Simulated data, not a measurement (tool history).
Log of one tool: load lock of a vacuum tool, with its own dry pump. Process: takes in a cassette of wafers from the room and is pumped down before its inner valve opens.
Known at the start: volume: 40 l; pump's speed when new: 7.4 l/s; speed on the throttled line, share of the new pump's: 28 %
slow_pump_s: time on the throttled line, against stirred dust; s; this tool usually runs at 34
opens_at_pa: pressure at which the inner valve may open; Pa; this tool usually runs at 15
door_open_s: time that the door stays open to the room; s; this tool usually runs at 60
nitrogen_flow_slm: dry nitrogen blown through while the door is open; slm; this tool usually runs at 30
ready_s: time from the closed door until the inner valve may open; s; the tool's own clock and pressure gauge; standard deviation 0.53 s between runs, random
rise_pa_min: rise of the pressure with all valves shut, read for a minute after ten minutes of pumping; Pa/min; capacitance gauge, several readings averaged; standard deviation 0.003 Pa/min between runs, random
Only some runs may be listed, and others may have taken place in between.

| run | hour | slow_pump_s | opens_at_pa | door_open_s | nitrogen_flow_slm | incoming humidity of the room's air, % | ready_s | rise_pa_min |
|---|---|---|---|---|---|---|---|---|
| 1 | 0.0 | 34 | 15 | 60 | 30 | 42.7 | 72.0 | 0.045 |
| 2 | 269.7 | 34 | 15 | 60 | 30 | 43.7 | 72.3 | 0.042 |
| 3 | 574.2 | 34 | 15 | 38 | 30 | 49.4 | 72.7 | 0.036 |
| 4 | 785.4 | 34 | 15 | 38 | 30 | 46.5 | 72.8 | 0.035 |
| 5 | 1115.0 | 34 | 10 | 60 | 30 | 40.7 | 74.1 | 0.039 |
| 6 | 1510.2 | 34 | 10 | 60 | 30 | 48.5 | 74.0 | 0.045 |
| 7 | 1912.5 | 34 | 10 | 60 | 30 | 43.3 | 73.4 | 0.037 |
| 8 | 2209.3 | 34 | 15 | 60 | 30 | 45.7 | 71.8 | 0.042 |
| 9 | 2549.1 | 34 | 15 | 48 | 30 | 44.6 | 71.2 | 0.040 |
| 10 | 2885.0 | 34 | 15 | 60 | 30 | 43.9 | 72.1 | 0.035 |
| 11 | 3142.4 | 34 | 15 | 60 | 30 | 41.5 | 72.1 | 0.038 |
| 12 | 3474.3 | 34 | 20 | 60 | 30 | 48.2 | 70.7 | 0.042 |
| 13 | 3741.1 | 34 | 20 | 60 | 30 | 47.4 | 70.3 | 0.038 |
| 14 | 4171.7 | 34 | 20 | 60 | 30 | 44.4 | 70.6 | 0.040 |
| 15 | 4545.4 | 34 | 20 | 60 | 30 | 47.9 | 70.6 | 0.040 |
| 16 | 4994.4 | 34 | 20 | 60 | 30 | 43.7 | 71.1 | 0.034 |
| 17 | 5424.1 | 19 | 13 | 60 | 30 | 45.0 | 61.2 | 0.042 |
| 18 | 5762.8 | 21 | 13 | 201 | 5 | 44.9 | 62.7 | 0.146 |
| 19 | 6087.2 | 30 | 15 | 175 | 31 | 44.1 | 69.4 | 0.062 |
| 20 | 6358.2 | 30 | 15 | 175 | 31 | 45.4 | 69.3 | 0.071 |
| 21 | 6766.8 | 19 | 15 | 175 | 31 | 48.1 | 60.0 | 0.080 |
| 22 | 7227.8 | 31 | 27 | 27 | 34 | 46.2 | 66.6 | 0.024 |
| 23 | 7604.1 | 31 | 27 | 27 | 34 | 41.4 | 66.3 | 0.020 |

Missing from the log above: 1 entry noted between runs. For each, name the pair of listed runs it sits between and say how the tool's hidden condition differs from the listed run just before to the listed run just after:
From run 8 to run 9: door's seal changed, seat wiped (hour 2464.6)
  leak at the door's seal, Pa l/s: 0.0033 -> 0.002

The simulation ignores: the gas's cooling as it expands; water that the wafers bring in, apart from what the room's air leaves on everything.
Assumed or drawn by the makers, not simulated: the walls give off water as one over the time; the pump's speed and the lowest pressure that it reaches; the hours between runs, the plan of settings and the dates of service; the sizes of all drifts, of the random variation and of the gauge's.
